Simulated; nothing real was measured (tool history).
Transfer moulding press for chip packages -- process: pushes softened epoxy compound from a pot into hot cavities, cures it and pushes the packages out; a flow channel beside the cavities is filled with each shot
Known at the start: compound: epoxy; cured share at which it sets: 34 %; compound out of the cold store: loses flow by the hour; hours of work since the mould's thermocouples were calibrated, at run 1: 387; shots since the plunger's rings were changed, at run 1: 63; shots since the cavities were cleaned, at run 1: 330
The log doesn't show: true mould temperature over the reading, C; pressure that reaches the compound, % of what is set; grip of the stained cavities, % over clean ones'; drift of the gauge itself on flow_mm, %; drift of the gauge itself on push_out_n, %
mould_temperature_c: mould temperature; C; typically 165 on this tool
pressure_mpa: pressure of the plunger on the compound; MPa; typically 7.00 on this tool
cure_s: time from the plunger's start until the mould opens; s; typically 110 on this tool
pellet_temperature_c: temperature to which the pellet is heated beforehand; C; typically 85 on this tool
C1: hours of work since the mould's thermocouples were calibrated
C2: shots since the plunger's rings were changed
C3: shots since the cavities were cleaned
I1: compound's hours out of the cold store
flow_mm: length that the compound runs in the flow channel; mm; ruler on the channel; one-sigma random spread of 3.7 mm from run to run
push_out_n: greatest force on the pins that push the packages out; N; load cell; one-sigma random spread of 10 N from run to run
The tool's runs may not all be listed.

run 1 hour=0.0 | mould_temperature_c=165 pressure_mpa=7.00 cure_s=110 pellet_temperature_c=85 | C1=387 C2=63 C3=330 | I1=28.9 | flow_mm=966 push_out_n=741
run 2 hour=26.8 | mould_temperature_c=165 pressure_mpa=7.00 cure_s=110 pellet_temperature_c=85 | C1=400 C2=265 C3=532 | I1=47.4 | flow_mm=862 push_out_n=794
-- hour=32.7 cavities cleaned with cleaning compound and waxed
run 3 hour=76.6 | mould_temperature_c=165 pressure_mpa=7.00 cure_s=101 pellet_temperature_c=85 | C1=423 C2=630 C3=331 | I1=43.7 | flow_mm=881 push_out_n=837
-- hour=107.2 cavities cleaned with cleaning compound and waxed
run 4 hour=143.8 | mould_temperature_c=165 pressure_mpa=7.00 cure_s=101 pellet_temperature_c=85 | C1=454 C2=1126 C3=276 | I1=18.1 | flow_mm=1027 push_out_n=851
-- hour=180.3 cavities cleaned with cleaning compound and waxed
run 5 hour=202.7 | mould_temperature_c=165 pressure_mpa=7.00 cure_s=93 pellet_temperature_c=85 | C1=482 C2=1559 C3=169 | I1=19.7 | flow_mm=1007 push_out_n=862
-- hour=253.4 cavities cleaned with cleaning compound and waxed
run 6 hour=259.9 | mould_temperature_c=165 pressure_mpa=7.00 cure_s=93 pellet_temperature_c=85 | C1=508 C2=1979 C3=50 | I1=38.6 | flow_mm=899 push_out_n=693

What will run 7 give?
run 7 hour=311.7 | mould_temperature_c=165 pressure_mpa=5.41 cure_s=93 pellet_temperature_c=85 | C1=533 C2=2369 C3=440 | I1=35.0 | flow_mm=? push_out_n=?

{"run 7": {"flow_mm": 807, "push_out_n": 1027}}
Take away the tool's hidden state, keep the run-to-run variation as it was, and the same run would have given flow_mm 819 mm, push_out_n 557 N.

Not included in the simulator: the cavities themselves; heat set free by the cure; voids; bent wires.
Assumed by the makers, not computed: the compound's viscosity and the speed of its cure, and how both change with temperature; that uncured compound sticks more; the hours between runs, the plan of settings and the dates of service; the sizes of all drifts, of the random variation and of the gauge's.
